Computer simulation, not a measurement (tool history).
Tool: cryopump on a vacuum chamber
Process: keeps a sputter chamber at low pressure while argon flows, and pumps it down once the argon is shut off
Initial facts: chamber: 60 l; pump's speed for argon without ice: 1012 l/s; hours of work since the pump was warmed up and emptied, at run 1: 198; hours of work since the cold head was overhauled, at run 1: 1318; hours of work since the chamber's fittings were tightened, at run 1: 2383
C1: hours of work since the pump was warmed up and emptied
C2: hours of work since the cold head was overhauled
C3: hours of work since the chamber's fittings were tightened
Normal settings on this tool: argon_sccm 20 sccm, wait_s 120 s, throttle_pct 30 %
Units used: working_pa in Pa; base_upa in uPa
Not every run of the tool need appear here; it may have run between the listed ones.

Run 1, hour 0: usual settings; C1 198; C2 1318; C3 2383. Result: working_pa 0.1146 Pa, base_upa 2.81 uPa.
Run 2, hour 69.4: usual settings; C1 231; C2 1351; C3 2417. Result: working_pa 0.114 Pa, base_upa 2.77 uPa.
Run 3, hour 110.7: usual settings; C1 251; C2 1370; C3 2436. Result: working_pa 0.1139 Pa, base_upa 2.81 uPa.
Run 4, hour 151.4: usual settings but argon_sccm 37 sccm; C1 270; C2 1390; C3 2456. Result: working_pa 0.2097 Pa, base_upa 2.91 uPa.
Run 5, hour 218.4: usual settings; C1 302; C2 1422; C3 2488. Result: working_pa 0.1163 Pa, base_upa 2.92 uPa.
Run 6, hour 270: usual settings; C1 327; C2 1447; C3 2513. Result: working_pa 0.1149 Pa, base_upa 2.88 uPa.
Run 7, hour 305.5: usual settings; C1 344; C2 1464; C3 2529. Result: working_pa 0.1152 Pa, base_upa 2.97 uPa.
Run 8, hour 357.6: usual settings; C1 369; C2 1489; C3 2554. Result: working_pa 0.1159 Pa, base_upa 2.97 uPa.
Run 9, hour 393.4: usual settings; C1 386; C2 1506; C3 2572. Result: working_pa 0.1151 Pa, base_upa 3.01 uPa.
Run 10, hour 453.8: usual settings but throttle_pct 20 %; C1 415; C2 1535; C3 2600. Result: working_pa 0.1711 Pa, base_upa 3.15 uPa.
Run 11, hour 503.7: usual settings; C1 439; C2 1559; C3 2624. Result: working_pa 0.115 Pa, base_upa 3.1 uPa.
Run 12, hour 569.8: usual settings but wait_s 265 s; C1 471; C2 1590; C3 2656. Result: working_pa 0.1165 Pa, base_upa 2.72 uPa.
Run 13, hour 600.6: usual settings but argon_sccm 34 sccm; C1 485; C2 1605; C3 2671. Result: working_pa 0.1991 Pa, base_upa 3.29 uPa.
Run 14, hour 665.8: usual settings but argon_sccm 34 sccm; C1 517; C2 1636; C3 2702. Result: working_pa 0.1998 Pa, base_upa 3.21 uPa.
Run 15, hour 695.6: usual settings but argon_sccm 34 sccm; C1 531; C2 1650; C3 2716. Result: working_pa 0.1994 Pa, base_upa 3.29 uPa.
At hour 736.1: pump warmed up, emptied and cooled again.
Run 16, hour 745.5: usual settings but argon_sccm 34 sccm; C1 5; C2 1672; C3 2738. Result: working_pa 0.1916 Pa, base_upa 2.87 uPa.
Run 17, hour 778.7: usual settings but throttle_pct 38 %; C1 20; C2 1688; C3 2754. Result: working_pa 0.0884 Pa, base_upa 3.01 uPa.
Run 18, hour 842.9: usual settings but throttle_pct 38 %; C1 51; C2 1718; C3 2784. Result: working_pa 0.0896 Pa, base_upa 3.04 uPa.
Run 19, hour 890.7: usual settings but throttle_pct 38 %; C1 74; C2 1741; C3 2807. Result: working_pa 0.0878 Pa, base_upa 3.05 uPa.
Run 20, hour 941.7: usual settings but argon_sccm 12 sccm, wait_s 23 s, throttle_pct 38 %; C1 98; C2 1766; C3 2831. Result: working_pa 0.0535 Pa, base_upa 6.28 uPa.
Run 21, hour 1002.6: usual settings but argon_sccm 16 sccm, throttle_pct 28 %; C1 128; C2 1795; C3 2861. Result: working_pa 0.0977 Pa, base_upa 3.07 uPa.
At hour 1022.4: leaking fittings of the chamber tightened, without venting.
Run 22, hour 1054.8: usual settings but argon_sccm 19 sccm, throttle_pct 29 %; C1 152; C2 1819; C3 16. Result: working_pa 0.1118 Pa, base_upa 1.06 uPa.
Run 23, hour 1088.4: usual settings but wait_s 71 s; C1 168; C2 1835; C3 32. Result: working_pa 0.1144 Pa, base_upa 1.72 uPa.
Run 24, hour 1149.1: usual settings but argon_sccm 24 sccm, wait_s 41 s; C1 197; C2 1864; C3 61. Result: working_pa 0.1373 Pa, base_upa 2.7 uPa.
Run 25, hour 1186.4: usual settings but wait_s 125 s; C1 215; C2 1882; C3 79. Result: working_pa 0.1123 Pa, base_upa 1.16 uPa.
Run 26, hour 1231.1: usual settings but wait_s 125 s; C1 236; C2 1903; C3 100. Result: working_pa 0.1141 Pa, base_upa 1.18 uPa.
Run 27, hour 1284.1: usual settings but argon_sccm 24 sccm, wait_s 57 s; C1 261; C2 1929; C3 125. Result: working_pa 0.137 Pa, base_upa 2.17 uPa.
Run 28, hour 1329.1: usual settings but argon_sccm 24 sccm, wait_s 57 s; C1 283; C2 1950; C3 147. Result: working_pa 0.1379 Pa, base_upa 2.13 uPa.
Run 29, hour 1358.9: usual settings but argon_sccm 24 sccm, wait_s 129 s, throttle_pct 21 %; C1 297; C2 1964; C3 161. Result: working_pa 0.1943 Pa, base_upa 1.2 uPa.
Run 30, hour 1404.3: usual settings but argon_sccm 27 sccm, wait_s 35 s, throttle_pct 45 %; C1 319; C2 1986; C3 183. Result: working_pa 0.1048 Pa, base_upa 3.05 uPa.
Run 31, hour 1438.5: usual settings but argon_sccm 27 sccm, wait_s 35 s, throttle_pct 55 %; C1 335; C2 2002; C3 199. Result: working_pa 0.0872 Pa, base_upa 3.18 uPa.
Run 32, hour 1496.4: usual settings but argon_sccm 27 sccm, wait_s 35 s, throttle_pct 55 %; C1 363; C2 2030; C3 227. Result: working_pa 0.0874 Pa, base_upa 3.29 uPa.
Run 33, hour 1526.9: usual settings but argon_sccm 32 sccm, wait_s 113 s, throttle_pct 36 %; C1 377; C2 2045; C3 241. Result: working_pa 0.1568 Pa, base_upa 1.35 uPa.

Measured minus without-hidden-state, run by run (identical run-to-run variation in each term; gauge scatter may differ):
Unlogged tool condition in this case: pump's speed, % of a pump's without ice; cold plate's temperature, K; leak into the chamber, uPa l/s; drift of the gauge itself on working_pa, %; drift of the gauge itself on base_upa, %.
run  working_pa  base_upa
  1     +0.0024     +1.71
  2     +0.0028     +1.71
  3     +0.0029     +1.74
  4     +0.0057     +1.81
  5     +0.0034     +1.83
  6     +0.0037     +1.83
  7     +0.0038     +1.88
  8     +0.0041     +1.88
  9     +0.0043     +1.91
 10     +0.0045     +2.04
 11     +0.0047     +2.01
 12     +0.0052     +2.06
 13     +0.0091     +2.16
 14     +0.0096     +2.11
 15     +0.0099     +2.19
 16     +0.0017      +1.8
 17     +0.0012      +1.9
 18     +0.0014     +1.92
 19     +0.0016     +1.95
 20     +0.0011     +1.93
 21     +0.0017     +1.97
 22     +0.0021     +0.04
 23     +0.0024     +0.05
 24     +0.0033     +0.07
 25     +0.0028     +0.09
 26      +0.003     +0.11
 27     +0.0038     +0.13
 28     +0.0042     +0.15
 29     +0.0042     +0.16
 30     +0.0051     +0.16
 31     +0.0053     +0.19
 32     +0.0056     +0.21
 33     +0.0069     +0.22
